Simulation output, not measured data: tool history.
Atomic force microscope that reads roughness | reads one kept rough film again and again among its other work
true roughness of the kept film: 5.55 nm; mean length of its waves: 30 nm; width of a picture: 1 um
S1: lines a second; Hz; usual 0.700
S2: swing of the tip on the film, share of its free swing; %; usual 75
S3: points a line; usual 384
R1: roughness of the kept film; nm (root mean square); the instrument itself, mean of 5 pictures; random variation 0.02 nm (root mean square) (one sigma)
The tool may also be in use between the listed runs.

run    day     S1  S2    S3     R1
  1  0.000  0.700  75   384  3.977
  2  0.475  0.700  75   499  4.013
     0.771  -- new tip fitted
  3  0.821  0.995  75   499  4.716
  4  1.288  2.205  75   384  4.495
  5  1.883  2.205  78   384  4.368
  6  2.412  0.700  75   384  4.520
  7  2.733  0.700  75   410  4.492
  8  2.992  0.700  75   384  4.484
  9  3.267  0.700  75   633  4.468
 10  3.704  0.700  70   384  4.449
 11  4.029  0.700  70   384  4.369
 12  4.538  0.700  78   280  4.260
 13  4.854  0.700  78   301  4.249
 14  5.342  0.700  61   331  4.270
 15  5.804  1.659  77   331  4.053
 16  6.358  0.700  70   789  4.211
 17  6.829  0.700  70   789  4.128
 18  7.104  0.700  70   789  4.104
 19  7.429  3.941  86  1001  3.401

3 ways to go on from here, each from the tool as it stands after run 19. What would each give?
  A  7.933  0.849  60   417   ?
  B  7.933  3.941  86   381   ?
  C  7.933  1.877  86  1001   ?

run     R1
  A  4.043
  B  3.353
  C  3.722
Without the tool's hidden state the same runs would have given:
run     R1
  A  4.863
  B  4.034
  C  4.479

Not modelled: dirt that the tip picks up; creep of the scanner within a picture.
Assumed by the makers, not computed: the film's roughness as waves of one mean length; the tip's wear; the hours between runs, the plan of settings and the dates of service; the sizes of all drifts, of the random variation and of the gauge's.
